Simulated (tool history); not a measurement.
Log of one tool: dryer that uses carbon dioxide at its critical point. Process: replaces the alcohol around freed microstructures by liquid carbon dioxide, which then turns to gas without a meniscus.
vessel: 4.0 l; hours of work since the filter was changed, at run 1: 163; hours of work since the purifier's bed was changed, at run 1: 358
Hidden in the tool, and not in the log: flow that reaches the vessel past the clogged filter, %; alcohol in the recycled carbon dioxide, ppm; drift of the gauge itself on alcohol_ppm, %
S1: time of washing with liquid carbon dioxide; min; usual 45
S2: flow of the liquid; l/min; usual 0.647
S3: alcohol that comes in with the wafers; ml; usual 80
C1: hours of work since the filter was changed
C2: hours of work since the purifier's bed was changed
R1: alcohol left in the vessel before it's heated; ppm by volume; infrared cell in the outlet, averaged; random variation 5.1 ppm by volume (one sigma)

| run | day | S1 | S2 | S3 | C1 | C2 | R1 |
|---|---|---|---|---|---|---|---|
| 1 | 0.000 | 45 | 0.647 | 80 | 163 | 358 | 227 |
| 2 | 0.788 | 45 | 0.647 | 80 | 173 | 367 | 229 |
| 3 | 1.562 | 45 | 0.647 | 80 | 182 | 377 | 230 |
| 4 | 2.192 | 45 | 0.647 | 80 | 189 | 384 | 250 |
| 5 | 2.858 | 45 | 0.590 | 80 | 197 | 392 | 291 |
| 6 | 3.442 | 45 | 0.590 | 80 | 204 | 399 | 316 |
| 7 | 3.883 | 45 | 0.590 | 80 | 210 | 405 | 300 |
| 8 | 4.500 | 45 | 0.647 | 29 | 217 | 412 | 210 |
|  | 4.954 | inlet filter changed |
| 9 | 5.067 | 38 | 0.647 | 80 | 1 | 418 | 331 |
| 10 | 5.579 | 53 | 0.647 | 80 | 8 | 425 | 208 |
| 11 | 6.379 | 45 | 0.983 | 80 | 17 | 434 | 181 |
| 12 | 6.825 | 45 | 0.983 | 80 | 22 | 439 | 184 |
| 13 | 7.625 | 32 | 1.049 | 105 | 32 | 449 | 234 |
| 14 | 8.138 | 30 | 0.958 | 31 | 38 | 455 | 228 |
| 15 | 8.738 | 30 | 0.958 | 104 | 45 | 462 | 300 |
| 16 | 9.388 | 45 | 0.680 | 61 | 53 | 470 | 240 |
| 17 | 10.158 | 34 | 0.647 | 57 | 62 | 479 | 399 |
| 18 | 10.592 | 29 | 0.845 | 57 | 68 | 485 | 310 |
| 19 | 11.242 | 45 | 0.891 | 103 | 76 | 492 | 225 |
| 20 | 11.896 | 45 | 0.891 | 103 | 83 | 500 | 216 |
| 21 | 12.417 | 54 | 0.662 | 71 | 90 | 507 | 233 |
| 22 | 13.000 | 60 | 0.494 | 71 | 97 | 514 | 272 |
| 23 | 13.667 | 66 | 0.415 | 71 | 105 | 522 | 300 |
| 24 | 14.100 | 45 | 0.559 | 57 | 110 | 527 | 334 |

Some steps in R1 between neighbouring runs. How much of each would the tool show without its hidden state too (settings, what came in, random variation), and how much is left for the hidden state, with any gauge scatter that isn't in both results?
Run 7 -> 8: S2 0.590 -> 0.647, S3 80 -> 29. R1 -90 ppm by volume: hidden state -19, all else -71.
Run 9 -> 10: S1 38 -> 53. R1 -123 ppm by volume: hidden state +6, all else -129.
Run 12 -> 13: S1 45 -> 32, S2 0.983 -> 1.049, S3 80 -> 105. R1 +50 ppm by volume: hidden state +13, all else +37.
Run 16 -> 17: S1 45 -> 34, S2 0.680 -> 0.647, S3 61 -> 57. R1 +159 ppm by volume: hidden state +13, all else +146.
